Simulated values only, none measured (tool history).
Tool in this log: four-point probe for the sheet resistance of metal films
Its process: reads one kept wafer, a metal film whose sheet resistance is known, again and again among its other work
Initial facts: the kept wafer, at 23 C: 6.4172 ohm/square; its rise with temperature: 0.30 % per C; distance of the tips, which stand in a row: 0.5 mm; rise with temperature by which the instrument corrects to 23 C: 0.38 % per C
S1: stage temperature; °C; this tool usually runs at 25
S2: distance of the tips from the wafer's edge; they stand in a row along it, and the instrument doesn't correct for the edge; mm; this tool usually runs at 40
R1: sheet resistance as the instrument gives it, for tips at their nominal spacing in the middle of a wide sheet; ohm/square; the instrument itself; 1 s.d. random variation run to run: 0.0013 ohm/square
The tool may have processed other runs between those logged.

run	day	S1	S2	R1
1	0.000	25	40	6.384771
2	1.129	27	40	6.375580
3	2.354	25	40	6.386281
4	3.158	25	40	6.385999
5	3.892	25	40	6.387430
6	4.983	25	21	6.387461
7	6.183	30	21	6.365325
8	6.988	23	40	6.395799
# day 7.088: stage's thermometer calibrated
9	7.983	23	40	6.396324
10	8.712	22	40	6.402784
11	9.838	22	40	6.403030
12	10.571	22	40	6.402427
13	11.683	25	17	6.390045
14	12.896	29	7	6.383041
15	13.662	29	4	6.419491
# day 14.342: stage's thermometer calibrated, once more
16	14.379	29	4	6.423714
17	15.275	29	4	6.426196
18	16.246	29	4	6.424998
19	17.271	18	64	6.428541
20	17.988	18	64	6.427016
21	19.167	18	3	6.522292
22	19.829	31	24	6.365534
23	20.383	31	24	6.363641

5 options for the next run, each taken on its own from the tool as it stands now. Forecast them:
A	21.254	21	42	?
B	21.254	34	50	?
C	21.254	23	4	?
D	21.254	30	3	?
E	21.254	34	48	?

run	R1
A	6.412811
B	6.347586
C	6.455195
D	6.461272
E	6.349256
With the hidden condition removed and each run's random variation left untouched, the same runs would have given:
run	R1
A	6.428200
B	6.362842
C	6.470679
D	6.476775
E	6.364516

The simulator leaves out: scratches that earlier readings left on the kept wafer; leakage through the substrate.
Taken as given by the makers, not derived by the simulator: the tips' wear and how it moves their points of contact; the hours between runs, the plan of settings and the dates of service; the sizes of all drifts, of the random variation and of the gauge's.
